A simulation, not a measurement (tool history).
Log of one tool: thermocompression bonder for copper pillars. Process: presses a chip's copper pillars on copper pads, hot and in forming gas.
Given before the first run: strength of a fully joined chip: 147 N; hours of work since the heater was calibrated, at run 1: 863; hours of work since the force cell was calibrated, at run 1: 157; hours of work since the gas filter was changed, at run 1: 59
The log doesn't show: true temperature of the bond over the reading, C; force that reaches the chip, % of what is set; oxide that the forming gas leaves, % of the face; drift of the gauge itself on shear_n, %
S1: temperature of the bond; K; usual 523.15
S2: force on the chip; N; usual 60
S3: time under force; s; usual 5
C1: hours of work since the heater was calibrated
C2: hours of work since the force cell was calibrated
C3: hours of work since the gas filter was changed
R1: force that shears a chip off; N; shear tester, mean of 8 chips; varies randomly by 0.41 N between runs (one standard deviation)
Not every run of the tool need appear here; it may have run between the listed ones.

run,day,S1,S2,S3,C1,C2,C3,R1
1,0.000,523.15,60,5,863,157,59,49.2
2,0.504,523.15,60,5,870,164,66,47.9
3,1.046,523.15,60,5,877,172,73,48.6
4,1.412,523.15,60,5,882,177,78,48.2
5,2.000,523.15,60,5,890,185,86,48.0
6,2.358,523.15,60,8,895,190,91,57.6
7,2.683,523.15,60,5,900,194,96,47.2
8,2.979,523.15,60,5,904,198,100,48.2
9,3.492,523.15,77,5,911,205,107,58.0
10,3.988,523.15,40,5,918,212,114,33.5
11,4.379,523.15,40,5,923,218,120,33.9
12,4.812,523.15,40,5,929,224,126,34.0
13,5.342,523.15,40,5,937,231,133,34.6
14,5.696,523.15,38,5,942,236,138,32.3
15,6.142,523.15,60,5,948,242,144,47.1
16,6.421,523.15,60,5,952,246,148,47.4
# day 6.846: heater calibrated with a thermocouple chip
17,6.988,523.15,60,5,2,253,155,52.0
18,7.479,523.15,60,5,9,260,162,52.1
19,8.012,523.15,60,5,16,267,169,52.4
20,8.467,508.15,60,4,23,274,175,38.5
21,9.042,494.15,75,4,31,282,183,36.7
22,9.671,542.15,74,6,39,290,192,80.8
23,10.162,529.15,40,5,46,297,199,41.7
24,10.733,529.15,43,13,54,305,207,63.4
25,11.021,503.15,82,6,58,309,211,53.2
26,11.521,503.15,82,6,65,316,218,52.5
27,11.838,503.15,82,6,69,320,222,52.9
28,12.117,503.15,82,6,73,324,226,52.6

For run 29, what comes out?
29,12.496,503.15,82,6,79,330,231,?

{"run 29": {"R1": 52.8}}
Take away the tool's hidden state, keep the run-to-run variation as it was, and the same run would have given R1 54.6 N.
